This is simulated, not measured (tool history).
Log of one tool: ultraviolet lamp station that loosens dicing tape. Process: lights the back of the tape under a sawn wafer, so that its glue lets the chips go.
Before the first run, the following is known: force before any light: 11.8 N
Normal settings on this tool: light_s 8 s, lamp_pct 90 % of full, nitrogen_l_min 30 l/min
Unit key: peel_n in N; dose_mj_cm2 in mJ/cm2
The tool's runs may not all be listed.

| run | hour | light_s | lamp_pct | nitrogen_l_min | peel_n | dose_mj_cm2 |
|---|---|---|---|---|---|---|
| 1 | 0.0 | 8 | 90 | 30 | 0.578 | 587 |
| 2 | 12.3 | 4 | 90 | 30 | 2.354 | 288 |
| 3 | 40.2 | 4 | 90 | 30 | 2.462 | 281 |
| 4 | 60.5 | 8 | 90 | 30 | 0.635 | 560 |
| 5 | 76.7 | 8 | 90 | 30 | 0.657 | 550 |
| 6 | 95.7 | 8 | 90 | 30 | 0.636 | 541 |
| 7 | 117.7 | 8 | 90 | 30 | 0.664 | 536 |
| 8 | 141.9 | 4 | 95 | 22 | 2.827 | 277 |
| 9 | 165.1 | 8 | 66 | 30 | 1.464 | 380 |
| 10 | 182.9 | 8 | 66 | 30 | 1.515 | 377 |
| 11 | 196.0 | 8 | 84 | 47 | 0.765 | 476 |
| 12 | 222.8 | 8 | 61 | 10 | 2.693 | 340 |
| 13 | 235.9 | 14 | 61 | 10 | 0.999 | 586 |
|  | 248.5 | window cleaned of glue's vapour |
| 14 | 251.5 | 14 | 61 | 10 | 0.745 | 663 |

For each run, the measured value with the value that run would have given without the tool's hidden condition subtracted. The run-to-run variation is shared by both, the gauge scatter possibly not:
Hidden state at play: lamp's light, % of a new lamp's; light that the window lets through, % of a clean one's; drift of the gauge itself on peel_n, %; drift of the gauge itself on dose_mj_cm2, %.
| run | peel_n | dose_mj_cm2 |
|---|---|---|
| 1 | +0.152 | -82 |
| 2 | +0.483 | -43 |
| 3 | +0.561 | -49 |
| 4 | +0.208 | -105 |
| 5 | +0.232 | -112 |
| 6 | +0.235 | -119 |
| 7 | +0.260 | -128 |
| 8 | +0.859 | -71 |
| 9 | +0.595 | -106 |
| 10 | +0.633 | -111 |
| 11 | +0.358 | -147 |
| 12 | +0.996 | -112 |
| 13 | +0.493 | -201 |
| 14 | +0.245 | -121 |
